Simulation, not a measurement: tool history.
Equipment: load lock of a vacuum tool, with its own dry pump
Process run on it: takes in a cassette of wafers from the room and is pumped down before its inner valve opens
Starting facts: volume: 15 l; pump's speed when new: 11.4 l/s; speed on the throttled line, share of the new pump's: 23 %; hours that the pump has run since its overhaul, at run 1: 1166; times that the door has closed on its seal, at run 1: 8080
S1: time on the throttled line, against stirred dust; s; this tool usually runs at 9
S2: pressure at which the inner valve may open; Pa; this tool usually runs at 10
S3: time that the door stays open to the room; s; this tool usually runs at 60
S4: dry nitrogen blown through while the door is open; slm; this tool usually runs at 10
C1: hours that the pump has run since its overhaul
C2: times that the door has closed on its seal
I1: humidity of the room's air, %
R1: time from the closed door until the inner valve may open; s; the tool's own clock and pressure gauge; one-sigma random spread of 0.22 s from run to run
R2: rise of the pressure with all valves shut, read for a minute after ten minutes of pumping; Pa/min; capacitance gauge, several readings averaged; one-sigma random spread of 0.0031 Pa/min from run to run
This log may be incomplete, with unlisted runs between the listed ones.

run    hour  S1  S2   S3  S4    C1     C2    I1    R1     R2
  1     0.0   9  10   60  10  1166   8080  49.2  19.3  0.110
  2    63.8   9  10   60  10  1230   8236  43.9  19.3  0.099
  3   141.9   9  10   60  10  1308   8427  49.5  19.2  0.112
  4   230.6   9  10   60  10  1396   8644  47.5  19.4  0.108
  5   304.8   9  10  216  10  1471   8825  49.2  19.2  0.225
  6   386.5   9  10   60  10  1552   9024  45.8  19.7  0.108
  7   475.4   9  10   60  10  1641   9242  41.0  19.2  0.106
  8   560.8   4  10   60  10  1727   9450  44.4  15.4  0.109
  9   662.5   4  10   60  10  1828   9699  46.4  15.8  0.119
 10   729.4   4  10   60  10  1895   9862  46.7  15.7  0.117
 11   836.6  12  10   60  10  2002  10124  43.9  21.5  0.112
 12   918.1   9  10   60  10  2084  10323  44.9  19.4  0.114
 13  1018.1   9  10   60  10  2184  10567  46.2  19.3  0.127
 14  1115.0   9  10   60  10  2281  10804  44.1  19.1  0.120
 15  1202.7   9  10   60  10  2368  11018  42.6  19.4  0.120
 16  1295.0   9  10   60   4  2461  11244  44.1  19.3  0.135
 17  1380.5   7  10  229  10  2546  11453  42.4  17.9  0.221
 18  1495.3   7  10   60  10  2661  11733  45.1  18.0  0.126
 19  1615.2   9  14   27  10  2781  12026  41.6  19.1  0.097
 20  1677.2  14  10   60  29  2843  12177  45.7  23.6  0.104
 21  1770.5   4  10   28  29  2936  12405  47.7  15.7  0.090
 22  1833.8  13  16   60  36  2999  12560  46.6  21.5  0.098
 23  1947.7  13  17  223   6  3113  12838  45.6  21.9  0.269
 24  2012.4   6  10  110  10  3178  12996  43.4  17.2  0.163
 25  2131.0   9  20   59  10  3297  13286  45.5  18.8  0.142
 26  2219.5   9  20   59  10  3385  13502  44.8  18.8  0.141
 27  2304.5   9  18   64  10  3470  13710  43.1  18.6  0.138
 28  2416.3   9  10  204  11  3582  13983  46.8  19.8  0.229
 29  2470.4   7  20  192  11  3636  14115  45.9  17.0  0.221
 30  2542.4   7  20  192  11  3708  14291  41.1  17.1  0.218
 31  2659.3   9   8   60  17  3825  14577  47.4  19.8  0.139

Each row is a separate what-if for the run after 31, all from the same tool condition, not one after another. Results?
  A  2710.7   9   8  102  17  3876  14702  44.8   ?   ?
  B  2710.7  12  15   60  43  3876  14702  40.3   ?   ?
  C  2710.7   9  13  134  21  3876  14702  43.7   ?   ?
  D  2710.7   6   8   60  17  3876  14702  44.3   ?   ?

run    R1     R2
  A  20.1  0.157
  B  21.1  0.114
  C  19.6  0.164
  D  18.0  0.139
With no hidden state in the tool, these same runs would have given:
run    R1     R2
  A  19.6  0.080
  B  20.6  0.037
  C  19.1  0.087
  D  17.5  0.061

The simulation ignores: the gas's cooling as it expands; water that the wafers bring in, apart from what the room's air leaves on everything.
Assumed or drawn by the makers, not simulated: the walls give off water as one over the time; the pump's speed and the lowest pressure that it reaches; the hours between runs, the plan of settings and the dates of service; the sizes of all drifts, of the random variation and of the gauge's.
